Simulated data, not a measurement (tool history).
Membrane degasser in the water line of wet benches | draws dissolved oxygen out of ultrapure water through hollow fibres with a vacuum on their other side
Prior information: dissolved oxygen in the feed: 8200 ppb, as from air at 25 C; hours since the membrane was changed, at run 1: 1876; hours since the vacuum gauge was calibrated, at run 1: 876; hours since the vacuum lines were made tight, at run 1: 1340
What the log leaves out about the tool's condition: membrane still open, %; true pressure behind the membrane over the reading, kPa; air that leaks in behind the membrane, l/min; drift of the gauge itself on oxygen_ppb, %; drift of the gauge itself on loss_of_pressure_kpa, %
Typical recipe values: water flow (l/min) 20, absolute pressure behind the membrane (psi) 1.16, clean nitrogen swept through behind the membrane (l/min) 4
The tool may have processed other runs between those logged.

run,hour,water flow (l/min),absolute pressure behind the membrane (psi),clean nitrogen swept through behind the membrane (l/min),hours since the membrane was changed,hours since the vacuum gauge was calibrated,hours since the vacuum lines were made tight,dissolved oxygen in the water behind the degasser (ppb),pressure that the water loses in the fibres (psi)
1,0,20,1.16,4,1876,876,1340,65.5,7.905
2,27.5,20,1.16,4,1903,904,1367,65.7,7.9
3,69.8,20,1.16,4,1946,946,1409,65.9,7.894
4,126.2,20,1.16,7.1,2002,1003,1466,40.7,7.919
5,172.2,20,0.856,4,2048,1049,1512,40.5,7.916
6,211.1,20,0.856,4,2087,1087,1551,40.2,7.906
7,269,31,0.856,4,2145,1145,1609,80.3,12.248
8,303,31,0.856,4,2179,1179,1643,79.7,12.264
9,357.4,31,0.856,4,2233,1234,1697,80,12.238
10,407.6,31,0.856,4,2284,1284,1747,80.4,12.259
11,452.8,31,0.856,4,2329,1329,1792,79.8,12.279
# hour 456.1: vacuum gauge calibrated
12,504.9,31,0.856,4,2380,49,1844,80.3,12.267
13,547.3,21,0.856,4,2423,91,1886,44,8.306
14,594.8,21,0.856,4,2470,139,1934,43.3,8.272
15,627.2,19,0.856,4,2503,171,1966,37.9,7.53
# hour 653.5: vacuum gauge calibrated, once more
16,684,25,0.976,1.99,2559,30,2023,117.2,9.868
17,725.4,25,0.976,1.99,2600,72,2064,117,9.926
18,753.7,24,1.562,11.31,2629,100,2092,53.1,9.475
19,790.1,17,1.417,11.31,2665,137,2129,28.3,6.733
20,831.5,17,1.417,11.31,2706,178,2170,28.9,6.744
21,868.1,22,0.743,1.96,2743,215,2207,60.4,8.724
22,914.3,27,2.631,11.28,2789,261,2253,107,10.714
23,949.1,22,1.198,10.6,2824,296,2288,36.4,8.718

Consider 4 possible next runs. They are alternatives, not a sequence: every one starts from the tool as it was left by run 23. What does each give?
A,973.9,20,1.521,4.83,2849,320,2313,?,?
B,973.9,19,2.773,2.47,2849,320,2313,?,?
C,973.9,16,1.16,1.72,2849,320,2313,?,?
D,973.9,22,2.615,10.6,2849,320,2313,?,?

run,dissolved oxygen in the water behind the degasser (ppb),pressure that the water loses in the fibres (psi)
A,80.2,7.929
B,295.5,7.517
C,108.9,6.305
D,86.7,8.694
What these runs would have given with no unlogged condition in the tool:
run,dissolved oxygen in the water behind the degasser (ppb),pressure that the water loses in the fibres (psi)
A,79,7.861
B,292.1,7.452
C,107.6,6.251
D,85.3,8.618
